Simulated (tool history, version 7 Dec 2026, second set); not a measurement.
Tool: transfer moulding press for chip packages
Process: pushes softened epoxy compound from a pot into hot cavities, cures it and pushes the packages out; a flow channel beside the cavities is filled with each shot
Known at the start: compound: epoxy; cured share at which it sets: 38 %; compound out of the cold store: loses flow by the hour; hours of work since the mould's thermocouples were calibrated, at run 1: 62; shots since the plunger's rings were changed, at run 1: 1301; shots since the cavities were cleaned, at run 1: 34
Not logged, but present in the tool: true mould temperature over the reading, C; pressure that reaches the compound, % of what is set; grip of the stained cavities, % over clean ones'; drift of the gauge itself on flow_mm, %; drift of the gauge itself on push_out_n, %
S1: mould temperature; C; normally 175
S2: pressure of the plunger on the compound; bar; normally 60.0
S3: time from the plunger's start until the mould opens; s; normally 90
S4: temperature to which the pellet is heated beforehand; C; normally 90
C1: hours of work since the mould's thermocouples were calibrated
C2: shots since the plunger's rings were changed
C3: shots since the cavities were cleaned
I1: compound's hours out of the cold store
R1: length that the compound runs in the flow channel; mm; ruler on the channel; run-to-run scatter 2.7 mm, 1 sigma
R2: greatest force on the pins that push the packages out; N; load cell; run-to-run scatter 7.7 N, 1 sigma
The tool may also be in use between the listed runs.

run 1 hour=0.0 | S1=175 S2=60.0 S3=90 S4=90 | C1=62 C2=1301 C3=34 | I1=22.4 | R1=490 R2=380
-- hour=46.9 cavities cleaned with cleaning compound and waxed
run 2 hour=52.6 | S1=175 S2=60.0 S3=90 S4=90 | C1=85 C2=1785 C3=54 | I1=45.3 | R1=464 R2=395
run 3 hour=73.2 | S1=175 S2=60.0 S3=90 S4=80 | C1=95 C2=1981 C3=250 | I1=21.9 | R1=489 R2=530
-- hour=97.6 cavities cleaned with cleaning compound and waxed
run 4 hour=103.1 | S1=175 S2=60.0 S3=90 S4=80 | C1=108 C2=2249 C3=52 | I1=41.7 | R1=465 R2=378
-- hour=148.7 cavities cleaned with cleaning compound and waxed
run 5 hour=153.0 | S1=175 S2=60.0 S3=78 S4=90 | C1=129 C2=2708 C3=41 | I1=36.7 | R1=465 R2=445
run 6 hour=190.4 | S1=175 S2=60.0 S3=78 S4=90 | C1=146 C2=3061 C3=394 | I1=8.2 | R1=489 R2=735
-- hour=200.2 cavities cleaned with cleaning compound and waxed
run 7 hour=235.5 | S1=175 S2=60.0 S3=78 S4=90 | C1=166 C2=3475 C3=335 | I1=19.3 | R1=474 R2=647
-- hour=254.3 cavities cleaned with cleaning compound and waxed
run 8 hour=281.7 | S1=175 S2=60.0 S3=126 S4=90 | C1=186 C2=3898 C3=259 | I1=18.4 | R1=473 R2=468
-- hour=305.4 cavities cleaned with cleaning compound and waxed
run 9 hour=317.7 | S1=175 S2=60.0 S3=126 S4=90 | C1=202 C2=4224 C3=116 | I1=29.1 | R1=462 R2=400
-- hour=336.7 plunger's sealing rings changed
-- hour=360.2 cavities cleaned with cleaning compound and waxed
run 10 hour=371.3 | S1=175 S2=60.0 S3=112 S4=90 | C1=224 C2=314 C3=105 | I1=25.6 | R1=497 R2=406
-- hour=411.4 cavities cleaned with cleaning compound and waxed
run 11 hour=420.5 | S1=175 S2=60.0 S3=90 S4=90 | C1=246 C2=766 C3=87 | I1=41.1 | R1=474 R2=421
run 12 hour=459.0 | S1=175 S2=60.0 S3=90 S4=90 | C1=263 C2=1131 C3=452 | I1=32.0 | R1=484 R2=624
-- hour=465.2 cavities cleaned with cleaning compound and waxed
run 13 hour=486.3 | S1=175 S2=60.0 S3=90 S4=90 | C1=275 C2=1375 C3=200 | I1=34.1 | R1=479 R2=485
-- hour=516.7 cavities cleaned with cleaning compound and waxed
run 14 hour=538.5 | S1=175 S2=47.5 S3=90 S4=90 | C1=298 C2=1855 C3=206 | I1=10.5 | R1=442 R2=521
-- hour=570.1 cavities cleaned with cleaning compound and waxed
run 15 hour=578.4 | S1=175 S2=47.5 S3=90 S4=90 | C1=315 C2=2218 C3=78 | I1=17.6 | R1=434 R2=415
run 16 hour=618.0 | S1=175 S2=47.5 S3=90 S4=90 | C1=333 C2=2593 C3=453 | I1=40.2 | R1=410 R2=606
-- hour=623.6 cavities cleaned with cleaning compound and waxed
run 17 hour=647.8 | S1=177 S2=48.0 S3=90 S4=91 | C1=346 C2=2862 C3=229 | I1=40.6 | R1=401 R2=509
-- hour=674.7 cavities cleaned with cleaning compound and waxed
run 18 hour=680.4 | S1=175 S2=47.8 S3=70 S4=93 | C1=360 C2=3156 C3=54 | I1=29.5 | R1=419 R2=591
run 19 hour=708.5 | S1=181 S2=60.0 S3=98 S4=90 | C1=373 C2=3422 C3=320 | I1=9.2 | R1=474 R2=511

Expected results for the next run?
-- hour=727.7 cavities cleaned with cleaning compound and waxed
run 20 hour=742.5 | S1=169 S2=60.0 S3=90 S4=87 | C1=388 C2=3730 C3=140 | I1=8.8 | R1=? R2=?

{"run 20": {"R1": 502, "R2": 663}}
On a tool with no hidden condition, and with the same random variation, this run would have come out at R1 537 mm, R2 458 N.
